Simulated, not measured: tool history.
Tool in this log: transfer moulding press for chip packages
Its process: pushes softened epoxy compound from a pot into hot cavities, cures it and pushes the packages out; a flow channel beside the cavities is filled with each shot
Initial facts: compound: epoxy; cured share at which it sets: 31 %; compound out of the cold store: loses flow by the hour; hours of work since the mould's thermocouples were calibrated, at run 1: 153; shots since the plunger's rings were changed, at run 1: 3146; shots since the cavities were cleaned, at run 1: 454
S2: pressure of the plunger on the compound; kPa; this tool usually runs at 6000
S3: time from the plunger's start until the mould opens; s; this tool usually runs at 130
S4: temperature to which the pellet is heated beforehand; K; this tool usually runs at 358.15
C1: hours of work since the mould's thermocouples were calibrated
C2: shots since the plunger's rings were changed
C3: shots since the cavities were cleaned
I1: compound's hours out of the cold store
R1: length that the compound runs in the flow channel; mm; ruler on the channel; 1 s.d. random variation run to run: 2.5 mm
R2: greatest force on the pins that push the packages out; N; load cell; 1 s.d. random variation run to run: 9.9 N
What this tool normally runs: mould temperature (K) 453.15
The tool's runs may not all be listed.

{"run": 1, "hour": 0.0, "mould temperature (K)": 453.15, "S2": 6000, "S3": 130, "S4": 358.15, "C1": 153, "C2": 3146, "C3": 454, "I1": 47.4, "R1": 462, "R2": 625}
{"hour": 10.4, "done": "cavities cleaned with cleaning compound and waxed"}
{"run": 2, "hour": 48.2, "mould temperature (K)": 453.15, "S2": 6000, "S3": 130, "S4": 358.15, "C1": 173, "C2": 3440, "C3": 238, "I1": 25.4, "R1": 493, "R2": 586}
{"run": 3, "hour": 74.8, "mould temperature (K)": 453.15, "S2": 6000, "S3": 130, "S4": 358.15, "C1": 185, "C2": 3607, "C3": 405, "I1": 44.1, "R1": 464, "R2": 622}
{"hour": 91.7, "done": "cavities cleaned with cleaning compound and waxed"}
{"run": 4, "hour": 125.8, "mould temperature (K)": 453.15, "S2": 6000, "S3": 130, "S4": 358.15, "C1": 206, "C2": 3919, "C3": 215, "I1": 46.4, "R1": 458, "R2": 548}
{"hour": 174.7, "done": "cavities cleaned with cleaning compound and waxed"}
{"run": 5, "hour": 175.3, "mould temperature (K)": 453.15, "S2": 6000, "S3": 130, "S4": 358.15, "C1": 227, "C2": 4221, "C3": 4, "I1": 35.8, "R1": 470, "R2": 485}
{"run": 6, "hour": 227.9, "mould temperature (K)": 453.15, "S2": 6000, "S3": 130, "S4": 358.15, "C1": 250, "C2": 4552, "C3": 335, "I1": 21.7, "R1": 494, "R2": 608}
{"hour": 255.2, "done": "cavities cleaned with cleaning compound and waxed"}
{"run": 7, "hour": 288.5, "mould temperature (K)": 453.15, "S2": 6000, "S3": 130, "S4": 358.15, "C1": 275, "C2": 4923, "C3": 209, "I1": 41.9, "R1": 456, "R2": 565}
{"run": 8, "hour": 317.8, "mould temperature (K)": 453.15, "S2": 6000, "S3": 130, "S4": 363.15, "C1": 288, "C2": 5108, "C3": 394, "I1": 9.2, "R1": 501, "R2": 654}
{"hour": 339.7, "done": "cavities cleaned with cleaning compound and waxed"}
{"run": 9, "hour": 345.8, "mould temperature (K)": 457.15, "S2": 6000, "S3": 140, "S4": 352.15, "C1": 300, "C2": 5274, "C3": 38, "I1": 17.2, "R1": 481, "R2": 402}
{"run": 10, "hour": 385.3, "mould temperature (K)": 460.15, "S2": 5270, "S3": 137, "S4": 356.15, "C1": 317, "C2": 5523, "C3": 287, "I1": 40.0, "R1": 412, "R2": 470}
{"hour": 419.7, "done": "cavities cleaned with cleaning compound and waxed"}
{"run": 11, "hour": 446.8, "mould temperature (K)": 451.15, "S2": 7330, "S3": 122, "S4": 366.15, "C1": 343, "C2": 5900, "C3": 171, "I1": 13.7, "R1": 545, "R2": 749}
{"hour": 457.1, "done": "plunger's sealing rings changed"}
{"run": 12, "hour": 475.9, "mould temperature (K)": 456.15, "S2": 6670, "S3": 123, "S4": 351.15, "C1": 354, "C2": 118, "C3": 338, "I1": 46.0, "R1": 508, "R2": 592}
{"hour": 505.1, "done": "cavities cleaned with cleaning compound and waxed"}
{"run": 13, "hour": 527.9, "mould temperature (K)": 453.15, "S2": 5850, "S3": 138, "S4": 358.15, "C1": 376, "C2": 436, "C3": 143, "I1": 38.3, "R1": 488, "R2": 505}

Selected run-to-run steps in R1, each split into two signed amounts: the part the tool would show with no hidden state at all (from settings, incoming material and random variation), and the remainder, which goes to the hidden state together with any gauge scatter not common to the measured and the hidden-state-free results:
The tool's hidden condition here consists of: true mould temperature over the reading, C; pressure that reaches the compound, % of what is set; grip of the stained cavities, % over clean ones'; drift of the gauge itself on flow_mm, %; drift of the gauge itself on push_out_n, %.
Run 10 -> 11: mould temperature (K) 460.15 -> 451.15, S2 5270 -> 7330, S3 137 -> 122, S4 356.15 -> 366.15, cavities cleaned with cleaning compound and waxed. R1 +133 mm: hidden state -18, all else +151.
Run 11 -> 12: mould temperature (K) 451.15 -> 456.15, S2 7330 -> 6670, S3 122 -> 123, S4 366.15 -> 351.15, plunger's sealing rings changed. R1 -37 mm: hidden state +60, all else -97.
